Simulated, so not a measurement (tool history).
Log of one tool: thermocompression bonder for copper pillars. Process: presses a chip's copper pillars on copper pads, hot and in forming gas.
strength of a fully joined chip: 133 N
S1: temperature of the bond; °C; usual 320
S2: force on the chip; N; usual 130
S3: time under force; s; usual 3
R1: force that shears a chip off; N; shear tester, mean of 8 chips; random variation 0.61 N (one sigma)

run,hour,S1,S2,S3,R1
1,0.0,320,130,3,78.1
2,46.3,320,130,3,78.6
3,90.0,320,130,3,78.9
4,137.8,320,114,3,72.7
5,163.9,350,130,3,98.8
6,191.6,350,130,3,99.0
7,231.4,350,130,3,99.4
# hour 234.5: forming gas filter changed
8,270.9,350,130,3,99.9
9,307.5,321,130,3,79.5
10,347.9,321,130,3,80.7
11,387.8,293,104,2,44.6
12,435.9,339,103,5,96.7
13,484.6,330,78,3,69.2
# hour 489.5: force cell calibrated
14,527.0,319,79,3,59.4
# hour 552.7: heater calibrated with a thermocouple chip
15,559.9,293,79,3,40.8
16,597.4,328,158,5,100.6
# hour 626.5: force cell calibrated, once more
17,626.8,328,158,5,101.5
18,656.5,328,158,2,79.5
19,682.6,339,180,4,108.1
20,724.9,339,180,8,117.9

The same runs without the tool's hidden state, with the same run-to-run variation:
The hidden state here: true temperature of the bond over the reading, C; force that reaches the chip, % of what is set; oxide that the forming gas leaves, % of the face; drift of the gauge itself on shear_n, %.
run,R1
1,78.0
2,78.7
3,79.2
4,73.1
5,100.1
6,100.4
7,101.0
8,99.2
9,78.7
10,79.9
11,43.9
12,96.7
13,68.9
14,60.0
15,43.1
16,104.7
17,103.6
18,81.2
19,110.6
20,121.1

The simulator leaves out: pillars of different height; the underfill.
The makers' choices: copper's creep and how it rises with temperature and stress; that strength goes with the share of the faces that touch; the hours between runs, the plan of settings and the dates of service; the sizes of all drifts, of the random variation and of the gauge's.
